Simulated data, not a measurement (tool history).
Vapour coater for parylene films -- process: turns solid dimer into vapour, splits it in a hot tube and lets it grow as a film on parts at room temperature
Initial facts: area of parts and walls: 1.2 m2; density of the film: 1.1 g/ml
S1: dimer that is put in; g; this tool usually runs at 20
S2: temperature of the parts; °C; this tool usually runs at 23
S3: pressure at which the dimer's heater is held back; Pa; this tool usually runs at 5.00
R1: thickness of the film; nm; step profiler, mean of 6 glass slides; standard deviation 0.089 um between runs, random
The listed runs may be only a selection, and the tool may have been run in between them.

run 1 day=0.000 | S1=20 S2=23 S3=5.00 | R1=10170
run 2 day=0.608 | S1=20 S2=16 S3=5.00 | R1=12320
run 3 day=0.971 | S1=20 S2=16 S3=5.00 | R1=12240
run 4 day=1.450 | S1=20 S2=23 S3=5.00 | R1=9920
run 5 day=2.038 | S1=20 S2=23 S3=5.00 | R1=9820
run 6 day=2.792 | S1=20 S2=23 S3=5.00 | R1=9850
run 7 day=3.479 | S1=20 S2=23 S3=5.00 | R1=9670
-- day=4.246 trap's valve overhauled
run 8 day=4.292 | S1=30 S2=23 S3=5.00 | R1=16690
run 9 day=5.033 | S1=30 S2=23 S3=5.00 | R1=16310
run 10 day=5.642 | S1=20 S2=23 S3=5.00 | R1=10760
run 11 day=6.162 | S1=20 S2=23 S3=5.00 | R1=10870
run 12 day=6.629 | S1=20 S2=23 S3=5.00 | R1=10930
run 13 day=7.371 | S1=20 S2=23 S3=5.00 | R1=10790
run 14 day=8.217 | S1=20 S2=23 S3=5.00 | R1=10490
run 15 day=9.004 | S1=20 S2=23 S3=2.01 | R1=10980
run 16 day=9.371 | S1=25 S2=33 S3=5.79 | R1=9590
run 17 day=9.921 | S1=25 S2=33 S3=5.79 | R1=9520
run 18 day=10.546 | S1=20 S2=23 S3=5.34 | R1=10230
run 19 day=10.892 | S1=20 S2=23 S3=5.34 | R1=10230
run 20 day=11.446 | S1=20 S2=23 S3=5.34 | R1=10010
run 21 day=11.825 | S1=20 S2=20 S3=5.00 | R1=10830
run 22 day=12.467 | S1=20 S2=20 S3=5.00 | R1=10860
run 23 day=12.950 | S1=29 S2=23 S3=2.57 | R1=14870
run 24 day=13.662 | S1=29 S2=23 S3=2.57 | R1=14830
run 25 day=14.271 | S1=28 S2=23 S3=10.54 | R1=13170
-- day=14.567 trap's valve overhauled
run 26 day=15.254 | S1=28 S2=32 S3=10.54 | R1=11360
run 27 day=15.825 | S1=28 S2=32 S3=10.54 | R1=11250

3 options for the next run, each taken on its own from the tool as it stands now. Forecast them:
run A day=16.617 | S1=10 S2=23 S3=2.07 | R1=?
run B day=16.617 | S1=29 S2=32 S3=4.55 | R1=?
run C day=16.617 | S1=17 S2=28 S3=4.17 | R1=?

run=A R1=5750
run=B R1=12280
run=C R1=8020
Stripped of hidden state, with their random variation kept, the same runs would have yielded:
run=A R1=5800
run=B R1=12380
run=C R1=8090

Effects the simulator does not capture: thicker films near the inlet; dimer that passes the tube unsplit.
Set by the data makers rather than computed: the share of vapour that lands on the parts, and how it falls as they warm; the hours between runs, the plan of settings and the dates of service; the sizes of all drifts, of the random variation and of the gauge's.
